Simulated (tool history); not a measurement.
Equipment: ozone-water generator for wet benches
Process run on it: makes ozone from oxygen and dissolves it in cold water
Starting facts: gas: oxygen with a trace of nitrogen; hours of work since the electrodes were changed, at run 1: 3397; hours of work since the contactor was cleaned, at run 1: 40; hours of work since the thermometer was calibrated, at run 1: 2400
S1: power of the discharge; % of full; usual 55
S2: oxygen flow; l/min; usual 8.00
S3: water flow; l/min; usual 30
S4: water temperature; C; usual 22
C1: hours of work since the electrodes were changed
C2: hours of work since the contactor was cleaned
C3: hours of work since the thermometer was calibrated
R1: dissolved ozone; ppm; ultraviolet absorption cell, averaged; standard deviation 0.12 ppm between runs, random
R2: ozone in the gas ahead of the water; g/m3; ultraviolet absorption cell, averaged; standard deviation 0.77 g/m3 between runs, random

run     day  S1     S2  S3  S4    C1   C2    C3    R1     R2
  1   0.000  55   8.00  30  22  3397   40  2400  10.8  111.2
  2   2.275  55   8.00  30  22  3441   83  2443  10.8  111.2
  3   5.217  46   8.00  30  22  3497  139  2499   9.4   98.3
  4   8.525  46   8.00  30  22  3560  202  2562   9.3   98.2
  5  11.167  55   8.00  43  22  3610  252  2612   7.7  111.3
  6  15.538  55   8.00  43  22  3693  336  2695   7.7  109.9
  7  17.988  55   8.00  43  22  3740  382  2742   8.0  110.5
  8  21.488  55   8.00  43  22  3806  449  2809   8.0  111.8
  9  25.912  55   8.00  43  22  3890  533  2893   7.9  111.7
 10  30.212  52   6.28  43  23  3972  615  2975   7.2  118.5
 11  33.554  73  12.80  27  17  4036  678  3038  15.0  107.9
 12  37.008  49   8.00  32  23  4102  744  3104   9.1  102.3
 13  39.821  44   8.00  21  22  4155  798  3157  11.5   93.9

The logged runs with the hidden state left out (each run's random variation unchanged):
Hidden state present: yield of the discharge, % of new electrodes'; contactor's efficiency, % of a clean one's; true water temperature over the reading, C; drift of the gauge itself on ozone_ppm, %; drift of the gauge itself on gas_g_m3, %.
run    R1     R2
  1  11.4  116.6
  2  11.4  116.8
  3   9.9  102.5
  4   9.8  102.5
  5   8.2  117.2
  6   8.2  116.0
  7   8.5  116.6
  8   8.5  118.0
  9   8.5  118.2
 10   7.7  125.2
 11  16.3  116.0
 12   9.7  107.9
 13  12.3   98.6
